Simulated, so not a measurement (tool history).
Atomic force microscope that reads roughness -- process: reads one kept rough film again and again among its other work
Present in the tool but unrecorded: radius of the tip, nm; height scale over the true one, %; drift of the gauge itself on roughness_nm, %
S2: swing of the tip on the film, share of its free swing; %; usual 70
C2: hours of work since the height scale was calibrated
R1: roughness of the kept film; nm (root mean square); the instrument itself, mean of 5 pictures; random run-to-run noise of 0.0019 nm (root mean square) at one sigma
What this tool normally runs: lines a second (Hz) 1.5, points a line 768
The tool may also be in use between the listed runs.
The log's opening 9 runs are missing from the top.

Run 10, hour 460.6: usual settings; pictures with this tip 139; C2 1679. Result: R1 0.734 nm (root mean square).
At hour 465.8: height scale calibrated on a step standard.
Run 11, hour 527.7: usual settings but S2 81 %; pictures with this tip 256; C2 37. Result: R1 0.691 nm (root mean square).
At hour 558.3: new tip fitted.
Run 12, hour 588.5: usual settings but S2 81 %; pictures with this tip 54; C2 73. Result: R1 0.704 nm (root mean square).
Run 13, hour 660.2: usual settings; pictures with this tip 180; C2 116. Result: R1 0.731 nm (root mean square).
Run 14, hour 691.1: usual settings; pictures with this tip 235; C2 134. Result: R1 0.733 nm (root mean square).
Run 15, hour 722.1: usual settings; pictures with this tip 290; C2 152. Result: R1 0.728 nm (root mean square).
At hour 733.3: new tip fitted.
Run 16, hour 785: usual settings but lines a second (Hz) 0.76; pictures with this tip 91; C2 190. Result: R1 0.766 nm (root mean square).
Run 17, hour 817: usual settings but lines a second (Hz) 3.02, S2 67 %, points a line 639; pictures with this tip 148; C2 209. Result: R1 0.702 nm (root mean square).
Run 18, hour 886.5: usual settings but lines a second (Hz) 2.37, S2 72 %, points a line 639; pictures with this tip 271; C2 250. Result: R1 0.695 nm (root mean square).

Forecast run 19:
At hour 903.3: height scale calibrated on a step standard, once more.
At hour 911.7: new tip fitted.
Run 19, hour 920.3: usual settings but lines a second (Hz) 0.86, S2 60 %, points a line 784; pictures with this tip 16; C2 10. Result: R1 ?.

R1: 0.762 nm (root mean square)
With no hidden state in the tool, this same run would have given R1 0.762 nm (root mean square).
